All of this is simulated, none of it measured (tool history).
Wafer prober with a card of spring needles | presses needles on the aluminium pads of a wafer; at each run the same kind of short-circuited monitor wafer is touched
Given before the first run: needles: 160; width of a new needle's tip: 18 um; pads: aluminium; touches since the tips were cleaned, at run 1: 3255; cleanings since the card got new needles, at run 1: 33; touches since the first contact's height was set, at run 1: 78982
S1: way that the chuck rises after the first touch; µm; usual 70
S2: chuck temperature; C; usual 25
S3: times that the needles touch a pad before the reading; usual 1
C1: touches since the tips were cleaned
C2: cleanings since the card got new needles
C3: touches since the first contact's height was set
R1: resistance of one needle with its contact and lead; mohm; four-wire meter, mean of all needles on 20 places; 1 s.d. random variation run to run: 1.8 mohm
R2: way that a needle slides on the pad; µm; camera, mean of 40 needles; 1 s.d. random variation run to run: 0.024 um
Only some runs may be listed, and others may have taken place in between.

run	hour	S1	S2	S3	C1	C2	C3	R1	R2
1	0	70	25	1	3255	33	78982	271	13.98
# hour 3.3: tips cleaned on abrasive film
2	9.9	70	25	1	3466	34	84148	277	13.99
# hour 13.3: tips cleaned on abrasive film
3	20.6	70	25	1	3856	35	89701	279	13.96
# hour 23.3: tips cleaned on abrasive film
# hour 33.3: tips cleaned on abrasive film
4	35.3	70	25	1	1013	37	97306	230	13.95
# hour 42.8: tips cleaned on abrasive film
5	44.5	70	25	1	881	38	102099	232	13.89
# hour 52.2: tips cleaned on abrasive film
6	54.3	63	25	1	1096	39	107207	247	12.5
# hour 60: height of the first contact set anew
# hour 62.7: tips cleaned on abrasive film
7	66.6	63	25	1	2048	40	3417	261	12.78
# hour 72.3: tips cleaned on abrasive film
# hour 81.9: tips cleaned on abrasive film
8	83.2	70	25	1	657	42	12039	229	14.17
9	91	70	25	1	4752	42	16134	288	14.2
# hour 91.9: tips cleaned on abrasive film
# hour 101.6: tips cleaned on abrasive film
10	108.3	67	25	1	3550	44	25132	277	13.48
# hour 111: tips cleaned on abrasive film
11	118.1	68	25	1	3732	45	30217	285	13.73
# hour 120.6: tips cleaned on abrasive film
12	129	68	25	1	4371	46	35880	297	13.7
# hour 130.2: tips cleaned on abrasive film
# hour 140.4: tips cleaned on abrasive film
13	142.1	70	25	1	935	48	42705	223	14.13
# hour 149.8: tips cleaned on abrasive film
14	156.9	70	25	1	3739	49	50396	273	14.1
# hour 159.5: tips cleaned on abrasive film
# hour 169.3: tips cleaned on abrasive film
15	169.3	70	25	1	0	51	56815	194	14.04
# hour 179: tips cleaned on abrasive film
16	179	70	25	2	0	52	61869	192	14.02
17	188.2	56	48	3	4838	52	66707	248	11.18
# hour 189.4: tips cleaned on abrasive film
# hour 199.3: tips cleaned on abrasive film
18	206.2	56	49	3	3578	54	76025	243	11.15
# hour 208.8: tips cleaned on abrasive film
# hour 219.1: tips cleaned on abrasive film
19	219.1	62	37	1	0	56	82739	205	12.34
# hour 229.9: tips cleaned on abrasive film
20	235.2	62	37	1	2801	57	91153	300	12.31
# hour 239.5: tips cleaned on abrasive film
21	245.9	62	37	1	3379	58	96701	312	12.34
# hour 249.9: tips cleaned on abrasive film
22	256.6	67	25	1	3515	59	102288	291	13.33
# hour 259.4: tips cleaned on abrasive film
23	266.7	67	25	1	3800	60	107510	296	13.3
# hour 269.3: tips cleaned on abrasive film
# hour 272: height of the first contact set anew
# hour 279.3: tips cleaned on abrasive film
24	280.3	85	31	1	549	62	4308	208	17.21
# hour 289.8: tips cleaned on abrasive film
25	297.9	70	99	2	4249	63	13465	257	14.19
# hour 299.5: tips cleaned on abrasive film
# hour 309.5: tips cleaned on abrasive film
26	314.1	70	124	1	2422	65	21884	274	14.16
# hour 319.1: tips cleaned on abrasive film
27	327	59	47	1	4111	66	28611	324	11.9
# hour 330.1: tips cleaned on abrasive film
28	335.3	85	105	3	2741	67	32923	217	17.22
# hour 339.7: tips cleaned on abrasive film
# hour 349.1: tips cleaned on abrasive film
29	352	69	60	2	1520	69	41627	237	13.93

Predict each of these 3 candidate next runs independently; none follows another, all start after run 29:
# hour 360.1: tips cleaned on abrasive film
A	364.7	80	25	1	2418	70	48251	?	?
# hour 360.1: tips cleaned on abrasive film
B	364.7	69	58	1	2418	70	48251	?	?
# hour 360.1: tips cleaned on abrasive film
C	364.7	52	26	2	2418	70	48251	?	?

run	R1	R2
A	246	16.1
B	272	13.86
C	273	10.41
Had the tool no hidden state, the same runs would have come out as:
run	R1	R2
A	184	16.25
B	194	14.01
C	191	10.55
